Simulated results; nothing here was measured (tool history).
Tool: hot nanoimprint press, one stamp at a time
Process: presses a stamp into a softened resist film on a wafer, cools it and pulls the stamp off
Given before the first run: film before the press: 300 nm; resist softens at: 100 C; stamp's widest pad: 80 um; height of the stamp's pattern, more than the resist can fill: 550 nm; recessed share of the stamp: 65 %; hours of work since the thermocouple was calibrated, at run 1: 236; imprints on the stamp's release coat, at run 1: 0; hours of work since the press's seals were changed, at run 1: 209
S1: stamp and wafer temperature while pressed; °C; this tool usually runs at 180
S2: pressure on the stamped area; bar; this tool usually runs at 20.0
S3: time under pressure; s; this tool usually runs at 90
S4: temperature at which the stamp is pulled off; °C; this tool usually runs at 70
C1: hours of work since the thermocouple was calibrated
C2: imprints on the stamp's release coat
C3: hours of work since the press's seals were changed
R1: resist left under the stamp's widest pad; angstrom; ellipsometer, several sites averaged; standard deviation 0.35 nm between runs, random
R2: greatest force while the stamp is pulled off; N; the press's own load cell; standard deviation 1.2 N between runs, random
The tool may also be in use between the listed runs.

{"run": 1, "hour": 0.0, "S1": 180, "S2": 20.0, "S3": 90, "S4": 70, "C1": 236, "C2": 0, "C3": 209, "R1": 1256, "R2": 130}
{"run": 2, "hour": 8.5, "S1": 180, "S2": 20.0, "S3": 90, "S4": 70, "C1": 240, "C2": 15, "C3": 212, "R1": 1256, "R2": 129}
{"run": 3, "hour": 18.4, "S1": 180, "S2": 20.0, "S3": 90, "S4": 70, "C1": 244, "C2": 32, "C3": 216, "R1": 1254, "R2": 131}
{"run": 4, "hour": 26.4, "S1": 180, "S2": 20.0, "S3": 90, "S4": 70, "C1": 247, "C2": 47, "C3": 219, "R1": 1262, "R2": 130}
{"run": 5, "hour": 36.4, "S1": 180, "S2": 20.0, "S3": 49, "S4": 70, "C1": 251, "C2": 65, "C3": 224, "R1": 1571, "R2": 131}
{"run": 6, "hour": 43.4, "S1": 180, "S2": 20.0, "S3": 49, "S4": 70, "C1": 254, "C2": 77, "C3": 226, "R1": 1568, "R2": 132}
{"run": 7, "hour": 56.5, "S1": 180, "S2": 20.0, "S3": 49, "S4": 70, "C1": 259, "C2": 100, "C3": 232, "R1": 1575, "R2": 134}
{"run": 8, "hour": 64.9, "S1": 180, "S2": 20.0, "S3": 90, "S4": 70, "C1": 263, "C2": 115, "C3": 235, "R1": 1255, "R2": 133}
{"run": 9, "hour": 76.6, "S1": 180, "S2": 20.0, "S3": 82, "S4": 70, "C1": 268, "C2": 136, "C3": 240, "R1": 1295, "R2": 132}
{"run": 10, "hour": 85.9, "S1": 178, "S2": 18.7, "S3": 125, "S4": 70, "C1": 271, "C2": 152, "C3": 244, "R1": 1229, "R2": 134}
{"run": 11, "hour": 98.3, "S1": 180, "S2": 23.5, "S3": 50, "S4": 70, "C1": 277, "C2": 174, "C3": 249, "R1": 1463, "R2": 134}
{"run": 12, "hour": 103.8, "S1": 174, "S2": 20.0, "S3": 90, "S4": 70, "C1": 279, "C2": 184, "C3": 251, "R1": 1576, "R2": 135}
{"hour": 107.5, "done": "plate thermocouple calibrated"}
{"run": 13, "hour": 115.0, "S1": 188, "S2": 27.9, "S3": 90, "S4": 68, "C1": 3, "C2": 199, "C3": 255, "R1": 772, "R2": 140}
{"run": 14, "hour": 126.5, "S1": 188, "S2": 27.9, "S3": 133, "S4": 64, "C1": 8, "C2": 219, "C3": 259, "R1": 651, "R2": 149}
{"run": 15, "hour": 132.6, "S1": 188, "S2": 27.9, "S3": 96, "S4": 61, "C1": 10, "C2": 230, "C3": 262, "R1": 747, "R2": 154}
{"run": 16, "hour": 143.0, "S1": 188, "S2": 27.9, "S3": 96, "S4": 61, "C1": 15, "C2": 248, "C3": 266, "R1": 752, "R2": 151}
{"run": 17, "hour": 151.6, "S1": 174, "S2": 20.0, "S3": 52, "S4": 70, "C1": 18, "C2": 264, "C3": 270, "R1": 1876, "R2": 136}

Each run again, without the hidden state but with its own random variation kept:
Hidden state at play: true temperature over the reading, C; pressure that arrives at the usual setting, %; grip of the stamp's worn release coat, % over a new coat's; drift of the gauge itself on residual_nm, %; drift of the gauge itself on pull_off_n, %.
run=1 R1=1295 R2=131
run=2 R1=1295 R2=130
run=3 R1=1294 R2=131
run=4 R1=1302 R2=130
run=5 R1=1616 R2=130
run=6 R1=1614 R2=131
run=7 R1=1621 R2=132
run=8 R1=1298 R2=132
run=9 R1=1339 R2=129
run=10 R1=1275 R2=130
run=11 R1=1510 R2=130
run=12 R1=1631 R2=131
run=13 R1=800 R2=135
run=14 R1=676 R2=143
run=15 R1=776 R2=148
run=16 R1=781 R2=144
run=17 R1=1941 R2=130
